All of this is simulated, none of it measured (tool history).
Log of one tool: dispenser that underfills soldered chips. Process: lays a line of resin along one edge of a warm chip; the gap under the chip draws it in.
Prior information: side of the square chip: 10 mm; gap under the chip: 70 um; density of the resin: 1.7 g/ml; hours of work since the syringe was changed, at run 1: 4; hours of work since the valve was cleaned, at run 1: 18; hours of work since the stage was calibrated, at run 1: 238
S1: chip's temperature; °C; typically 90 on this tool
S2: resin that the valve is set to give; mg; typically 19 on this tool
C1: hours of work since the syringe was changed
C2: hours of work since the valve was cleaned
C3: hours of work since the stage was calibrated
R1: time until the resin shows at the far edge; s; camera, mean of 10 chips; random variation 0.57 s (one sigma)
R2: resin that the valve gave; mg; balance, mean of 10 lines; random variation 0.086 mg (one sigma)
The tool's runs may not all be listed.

run 1 hour=0 | S1=90 S2=19 | C1=4 C2=18 C3=238 | R1=50.8 R2=19.08
-- hour=3.6 new syringe of resin
run 2 hour=8.4 | S1=90 S2=23.2 | C1=4 C2=25 C3=244 | R1=52.1 R2=23.06
-- hour=12.7 new syringe of resin
-- hour=21.6 new syringe of resin
run 3 hour=22.1 | S1=90 S2=23.2 | C1=0 C2=35 C3=255 | R1=46.1 R2=23.02
-- hour=30 new syringe of resin
run 4 hour=34.8 | S1=90 S2=21 | C1=4 C2=45 C3=264 | R1=51.4 R2=20.87
-- hour=39.1 new syringe of resin
run 5 hour=43.8 | S1=90 S2=21 | C1=4 C2=52 C3=271 | R1=52.1 R2=20.79
-- hour=47.7 new syringe of resin
-- hour=56.5 new syringe of resin
run 6 hour=57.3 | S1=90 S2=19 | C1=1 C2=62 C3=281 | R1=48.1 R2=18.48
-- hour=65.1 new syringe of resin
run 7 hour=65.8 | S1=90 S2=22 | C1=1 C2=68 C3=288 | R1=46.8 R2=21.58
run 8 hour=71.8 | S1=80 S2=17.7 | C1=5 C2=73 C3=293 | R1=85.5 R2=17.32
-- hour=73.8 new syringe of resin
-- hour=82.2 new syringe of resin
run 9 hour=82.2 | S1=84 S2=18.5 | C1=0 C2=81 C3=300 | R1=61.3 R2=17.91
-- hour=91.1 new syringe of resin
run 10 hour=92.1 | S1=84 S2=18.5 | C1=1 C2=88 C3=308 | R1=62.7 R2=18.13
run 11 hour=98.4 | S1=104 S2=20.8 | C1=6 C2=93 C3=313 | R1=32.9 R2=20.16
-- hour=100.5 new syringe of resin
run 12 hour=104.5 | S1=92 S2=22.1 | C1=3 C2=98 C3=317 | R1=45.5 R2=21.49
-- hour=109.2 new syringe of resin
run 13 hour=113 | S1=86 S2=17.7 | C1=3 C2=104 C3=324 | R1=59.5 R2=17.1
-- hour=117.7 new syringe of resin
run 14 hour=122.3 | S1=86 S2=17.7 | C1=4 C2=111 C3=331 | R1=62 R2=17

Measured result minus the same run's result without the hidden state. Both carry the same run-to-run variation, though not necessarily the same gauge scatter:
The hidden state here: resin's viscosity, % of fresh resin's; dose that the valve gives, % of what is set; true chip temperature over the reading, C; drift of the gauge itself on fill_s, %; drift of the gauge itself on given_mg, %.
run=1 R1=+4.5 R2=-0.05
run=2 R1=+4.5 R2=-0.12
run=3 R1=-1.2 R2=-0.21
run=4 R1=+4 R2=-0.26
run=5 R1=+4.2 R2=-0.32
run=6 R1=-0.3 R2=-0.35
run=7 R1=-0.8 R2=-0.45
run=8 R1=+11.2 R2=-0.4
run=9 R1=-1.9 R2=-0.46
run=10 R1=-0.1 R2=-0.52
run=11 R1=+4.9 R2=-0.62
run=12 R1=+2.1 R2=-0.69
run=13 R1=+3.1 R2=-0.59
run=14 R1=+5.5 R2=-0.64

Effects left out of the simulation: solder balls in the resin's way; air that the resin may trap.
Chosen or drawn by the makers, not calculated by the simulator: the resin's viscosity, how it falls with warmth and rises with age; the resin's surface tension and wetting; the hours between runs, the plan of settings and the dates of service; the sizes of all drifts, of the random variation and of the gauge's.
